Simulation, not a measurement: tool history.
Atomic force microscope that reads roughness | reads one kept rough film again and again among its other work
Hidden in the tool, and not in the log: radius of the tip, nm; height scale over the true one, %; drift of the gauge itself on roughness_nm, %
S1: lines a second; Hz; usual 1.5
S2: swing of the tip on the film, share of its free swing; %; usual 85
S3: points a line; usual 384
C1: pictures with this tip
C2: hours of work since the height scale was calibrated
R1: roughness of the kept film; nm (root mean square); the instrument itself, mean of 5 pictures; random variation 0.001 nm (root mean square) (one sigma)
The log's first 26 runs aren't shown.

run    hour    S1  S2    S3  C1   C2     R1
 27     720  0.77  73   384  60  427  0.702
      739.4  -- new tip fitted
 28   755.6  0.77  73   384  23  447  0.702
 29   780.4  0.77  73   277  58  462  0.699
        800  -- new tip fitted
 30   816.5  2.07  85   463  24  482   0.58
 31   832.9  1.02  85   384  47  492  0.651
 32   855.6  1.82  85   559  79  505  0.593
        861  -- new tip fitted
 33   872.8   2.6  85   384  17  515  0.548
 34   898.9  0.66  72   668  54  530   0.71
 35   915.5  0.66  72   668  78  539   0.71
      921.4  -- new tip fitted
 36   931.2  1.72  59   668  13  548  0.706
 37   962.9  0.55  64   652  59  567  0.725
      983.6  -- new tip fitted
 38   985.9   1.5  81   384   4  580  0.634
 39  1020.6   1.5  81   384  53  600  0.634
     1044.9  -- new tip fitted
 40  1053.3  2.35  73   384  12  619   0.63
 41  1078.5  2.35  73   384  48  633  0.632
 42    1099  2.35  73   384  77  645  0.631
     1105.7  -- new tip fitted
 43  1115.8  2.35  73   384  15  654  0.632
 44  1149.9   1.1  70   943  63  674  0.695
     1166.8  -- new tip fitted
 45  1173.1  1.32  67   384   9  687  0.694
 46  1193.7  1.76  57   704  38  699  0.708
 47  1213.2   1.5  68  1003  66  711  0.687
     1229.4  -- new tip fitted
 48  1236.3  2.91  63   322  10  724  0.662

The next listed run, before its measurement:
 49  1266  2.91  63  322  52  741   ?

{"run 49": {"R1": 0.663}}
Without the tool's hidden state the same run would have given R1 0.663 nm (root mean square).
